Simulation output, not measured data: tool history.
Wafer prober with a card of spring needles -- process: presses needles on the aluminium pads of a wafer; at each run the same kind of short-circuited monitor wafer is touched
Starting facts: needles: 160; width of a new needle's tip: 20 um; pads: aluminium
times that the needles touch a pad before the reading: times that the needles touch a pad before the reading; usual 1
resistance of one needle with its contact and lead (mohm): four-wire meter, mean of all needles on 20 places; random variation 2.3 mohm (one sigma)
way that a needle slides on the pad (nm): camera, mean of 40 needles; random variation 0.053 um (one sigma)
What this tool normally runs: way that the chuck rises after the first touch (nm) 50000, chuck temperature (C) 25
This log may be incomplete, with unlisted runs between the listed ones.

run,hour,way that the chuck rises after the first touch (nm),chuck temperature (C),times that the needles touch a pad before the reading,resistance of one needle with its contact and lead (mohm),way that a needle slides on the pad (nm)
1,0.0,50000,25,1,641,12110
# hour 4.2: tips cleaned on abrasive film
# hour 24.0: tips cleaned on abrasive film
# hour 43.6: tips cleaned on abrasive film
2,45.3,50000,25,1,370,11920
# hour 60.5: tips cleaned on abrasive film
# hour 81.2: tips cleaned on abrasive film
3,85.0,50000,25,1,476,12010
# hour 101.6: tips cleaned on abrasive film
# hour 120.4: tips cleaned on abrasive film
# hour 140.0: tips cleaned on abrasive film
# hour 155.0: height of the first contact set anew
4,155.0,50000,25,1,636,11780
# hour 159.2: tips cleaned on abrasive film
# hour 179.2: tips cleaned on abrasive film
# hour 199.8: tips cleaned on abrasive film
5,213.1,50000,25,1,632,11740
# hour 217.3: tips cleaned on abrasive film
# hour 236.9: tips cleaned on abrasive film
# hour 256.2: tips cleaned on abrasive film
# hour 275.3: tips cleaned on abrasive film
6,275.3,50000,49,1,296,11600
# hour 295.6: tips cleaned on abrasive film
7,311.5,50000,49,1,675,11610
# hour 315.8: tips cleaned on abrasive film
# hour 332.3: tips cleaned on abrasive film
# hour 351.9: tips cleaned on abrasive film
# hour 371.2: tips cleaned on abrasive film
8,375.9,50000,49,1,526,11520
# hour 391.5: tips cleaned on abrasive film
# hour 408.3: height of the first contact set anew, once more
# hour 408.4: tips cleaned on abrasive film
9,418.0,50000,49,1,549,12400
# hour 425.9: tips cleaned on abrasive film
# hour 445.4: tips cleaned on abrasive film
# hour 465.1: tips cleaned on abrasive film
# hour 482.0: tips cleaned on abrasive film
10,482.0,50000,49,1,305,12210
# hour 501.8: tips cleaned on abrasive film
# hour 520.3: tips cleaned on abrasive film
11,532.1,50000,25,3,382,12140
# hour 540.4: tips cleaned on abrasive film
# hour 557.0: tips cleaned on abrasive film
# hour 577.6: tips cleaned on abrasive film
12,578.0,50000,25,3,284,12140
# hour 597.2: tips cleaned on abrasive film
# hour 616.8: tips cleaned on abrasive film
# hour 636.9: tips cleaned on abrasive film
13,645.7,50000,25,3,375,12080
# hour 653.6: tips cleaned on abrasive film
# hour 673.7: tips cleaned on abrasive film
# hour 693.4: tips cleaned on abrasive film
14,707.9,50000,27,1,656,11920
# hour 712.1: tips cleaned on abrasive film
# hour 732.8: tips cleaned on abrasive film
# hour 752.1: tips cleaned on abrasive film
# hour 771.3: tips cleaned on abrasive film
15,776.9,64000,25,1,405,15350
# hour 789.3: tips cleaned on abrasive film
# hour 802.0: height of the first contact set anew
# hour 810.3: tips cleaned on abrasive film
# hour 831.0: tips cleaned on abrasive film
16,840.8,61000,97,1,488,14970
# hour 848.8: tips cleaned on abrasive film
# hour 860.8: card fitted with new needles
# hour 879.3: tips cleaned on abrasive film
17,895.7,32000,25,2,616,7860
# hour 899.9: tips cleaned on abrasive film
# hour 920.6: tips cleaned on abrasive film
18,935.5,32000,25,2,628,7850
# hour 939.7: tips cleaned on abrasive film
# hour 960.4: tips cleaned on abrasive film
# hour 981.0: tips cleaned on abrasive film
19,994.1,50000,28,2,410,12180
# hour 998.3: tips cleaned on abrasive film
# hour 1016.7: tips cleaned on abrasive film
# hour 1036.4: tips cleaned on abrasive film
# hour 1053.0: tips cleaned on abrasive film
20,1058.6,47000,34,1,457,11360
# hour 1071.1: tips cleaned on abrasive film
# hour 1091.8: tips cleaned on abrasive film
# hour 1111.6: tips cleaned on abrasive film
21,1125.1,37000,89,1,710,8860
# hour 1129.3: tips cleaned on abrasive film
# hour 1149.7: tips cleaned on abrasive film
# hour 1170.4: tips cleaned on abrasive film
22,1171.5,65000,99,1,301,15630
# hour 1187.3: tips cleaned on abrasive film
# hour 1206.4: tips cleaned on abrasive film
# hour 1226.8: tips cleaned on abrasive film
23,1235.0,69000,26,1,368,16620
# hour 1247.4: tips cleaned on abrasive film
# hour 1255.0: height of the first contact set anew
# hour 1266.9: tips cleaned on abrasive film
# hour 1286.7: tips cleaned on abrasive film
24,1288.9,69000,26,1,300,16900
# hour 1304.4: tips cleaned on abrasive film
# hour 1325.0: tips cleaned on abrasive film
# hour 1344.6: tips cleaned on abrasive film
25,1349.5,61000,30,3,286,14910
# hour 1361.9: tips cleaned on abrasive film
# hour 1382.1: tips cleaned on abrasive film
# hour 1400.8: tips cleaned on abrasive film
26,1410.0,61000,30,3,305,14930
# hour 1421.2: tips cleaned on abrasive film
# hour 1441.1: tips cleaned on abrasive film
27,1441.4,37000,55,1,352,8920
# hour 1460.8: tips cleaned on abrasive film
# hour 1481.5: tips cleaned on abrasive film
# hour 1501.4: tips cleaned on abrasive film
28,1503.7,41000,25,3,316,9840
# hour 1519.3: tips cleaned on abrasive film
# hour 1539.3: tips cleaned on abrasive film
29,1543.0,42000,49,1,451,10110

Here are 3 independent what-if runs from the current tool condition. What would each one return?
# hour 1557.5: tips cleaned on abrasive film
# hour 1577.6: tips cleaned on abrasive film
# hour 1597.7: tips cleaned on abrasive film
A,1606.3,50000,44,1,?,?
# hour 1557.5: tips cleaned on abrasive film
# hour 1577.6: tips cleaned on abrasive film
# hour 1597.7: tips cleaned on abrasive film
B,1606.3,62000,27,1,?,?
# hour 1557.5: tips cleaned on abrasive film
# hour 1577.6: tips cleaned on abrasive film
# hour 1597.7: tips cleaned on abrasive film
C,1606.3,41000,42,1,?,?

run,resistance of one needle with its contact and lead (mohm),way that a needle slides on the pad (nm)
A,490,11960
B,405,14860
C,603,9730
Stripped of hidden state, with their random variation kept, the same runs would have yielded:
run,resistance of one needle with its contact and lead (mohm),way that a needle slides on the pad (nm)
A,261,12350
B,249,15240
C,265,10110
